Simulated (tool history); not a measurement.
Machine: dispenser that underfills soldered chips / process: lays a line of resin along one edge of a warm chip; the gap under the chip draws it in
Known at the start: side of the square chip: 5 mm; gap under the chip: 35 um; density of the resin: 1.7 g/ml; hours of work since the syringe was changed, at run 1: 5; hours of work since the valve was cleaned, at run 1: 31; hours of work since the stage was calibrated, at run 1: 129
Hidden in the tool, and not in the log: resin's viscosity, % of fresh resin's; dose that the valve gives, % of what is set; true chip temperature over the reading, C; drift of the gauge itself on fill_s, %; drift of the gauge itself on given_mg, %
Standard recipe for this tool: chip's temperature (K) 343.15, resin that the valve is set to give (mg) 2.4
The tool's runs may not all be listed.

run  hour  chip's temperature (K)  resin that the valve is set to give (mg)  hours of work since the syringe was changed  hours of work since the valve was cleaned  hours of work since the stage was calibrated  time until the resin shows at the far edge (s)  resin that the valve gave (mg)
  1     0                  343.15                                       2.4                                            5                                         31                                           129                                            67.5                           2.373
      1.6  -- new syringe of resin
  2   5.4                  343.15                                       2.4                                            3                                         34                                           133                                            62.9                           2.363
      9.5  -- new syringe of resin
  3  10.3                  343.15                                       2.4                                            1                                         38                                           136                                            53.5                           2.356
  4  14.7                  343.15                                      2.13                                            4                                         41                                           140                                            67.9                           2.093
       17  -- new syringe of resin
  5  19.1                  343.15                                      2.13                                            2                                         45                                           143                                            59.4                           2.094
     24.5  -- new syringe of resin
  6  24.8                  341.15                                      2.13                                            0                                         49                                           147                                            57.5                           2.085
  7  29.7                  341.15                                      2.36                                            4                                         52                                           151                                            71.7                           2.306
     31.9  -- new syringe of resin
  8  36.3                  341.15                                      2.36                                            3                                         57                                           156                                              68                             2.3
     39.3  -- dispensing valve cleaned and set on the balance
     40.9  -- new syringe of resin
  9    44                  341.15                                      2.43                                            2                                          3                                           161                                              63                           2.425
 10  47.9                  343.15                                       2.4                                            5                                          6                                           164                                            70.6                           2.387
     48.7  -- new syringe of resin
 11  51.7                  343.15                                       2.4                                            2                                          9                                           166                                            59.4                           2.382
 12  55.4                  343.15                                       2.4                                            5                                         12                                           169                                            71.8                           2.379
     56.2  -- new syringe of resin
 13  60.9                  343.15                                       2.4                                            4                                         16                                           173                                            65.7                           2.377
     63.8  -- new syringe of resin
 14  66.7                  343.15                                       2.4                                            2                                         20                                           177                                            59.4                           2.377
     71.5  -- new syringe of resin
 15  73.2                  343.15                                       2.4                                            1                                         25                                           182                                            56.6                           2.366
 16  76.1                  343.15                                       2.4                                            4                                         27                                           184                                            64.4                           2.367
     78.9  -- new syringe of resin
 17  80.1                  343.15                                       2.4                                            1                                         30                                           187                                            55.3                            2.37
 18  83.5                  343.15                                       2.4                                            4                                         33                                           190                                            63.6                           2.364
     86.4  -- new syringe of resin
 19  88.5                  351.15                                      2.72                                            2                                         36                                           194                                            41.6                           2.673

Estimate the outcome of run 20 from the log above:
 20  92.9                  345.15                                       2.9                                            5                                         40                                           197                                               ?                               ?

{"run 20": {"time until the resin shows at the far edge (s)": 62.9, "resin that the valve gave (mg)": 2.846}}
With no hidden state in the tool, this same run would have given time until the resin shows at the far edge (s) 48.5, resin that the valve gave (mg) 2.901.
